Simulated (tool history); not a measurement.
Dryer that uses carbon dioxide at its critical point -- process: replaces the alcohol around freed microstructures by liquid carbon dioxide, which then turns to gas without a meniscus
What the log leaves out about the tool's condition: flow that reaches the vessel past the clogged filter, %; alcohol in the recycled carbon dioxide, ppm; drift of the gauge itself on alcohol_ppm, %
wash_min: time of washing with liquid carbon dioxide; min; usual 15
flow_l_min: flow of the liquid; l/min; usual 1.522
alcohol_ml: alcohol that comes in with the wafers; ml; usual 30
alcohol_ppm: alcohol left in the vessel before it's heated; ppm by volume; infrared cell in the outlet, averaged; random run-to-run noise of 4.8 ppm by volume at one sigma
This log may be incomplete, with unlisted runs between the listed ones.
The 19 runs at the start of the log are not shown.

run   hour  wash_min  flow_l_min  alcohol_ml  hours of work since the filter was changed  hours of work since the purifier's bed was changed  alcohol_ppm
 20  322.6        21         1.1          75                                          55                                                 516          210
 21  340.4        18        1.28          54                                          63                                                 523          183
 22  359.2        18        1.28          54                                          71                                                 531          178
 23  375.6        20        2.11          64                                          77                                                 538           45
 24    391        16       1.522          53                                          84                                                 544          143
 25  402.1        15        1.93          30                                          89                                                 549           67
 26  424.5        22        1.65         111                                          98                                                 559           71
 27  438.3        22        1.65         111                                         104                                                 564           64
 28  452.7        12        1.04          50                                         110                                                 570         1089
 29  474.1         9       1.522         102                                         119                                                 579         1839
 30    496         9       1.522         102                                         128                                                 589         1855
 31  505.9        17        1.62         102                                         132                                                 593          173
 32  518.4        18        2.03          44                                         137                                                 598           60
 33  528.4        18        2.03          44                                         142                                                 602           56
 34  549.6        21        1.61         120                                         151                                                 611           95
     565.8  -- inlet filter changed
 35  567.8        10        2.35          39                                           1                                                 618          141
 36  584.3        10        2.35          39                                           8                                                 625          133
 37  594.5        10        2.35          39                                          12                                                 630          136

Here are 5 independent what-if runs from the current tool condition. What would each one return?
  A  604.7        12        1.81          77                                          16                                                 634            ?
  B  604.7        17        1.71          60                                          16                                                 634            ?
  C  604.7        13        2.14          30                                          16                                                 634            ?
  D  604.7        16        1.56          30                                          16                                                 634            ?
  E  604.7        10        0.96          49                                          16                                                 634            ?

run  alcohol_ppm
  A          298
  B           92
  C           75
  D           86
  E         1685
What these runs would have given with no unlogged condition in the tool:
run  alcohol_ppm
  A          247
  B           48
  C           32
  D           42
  E         1620
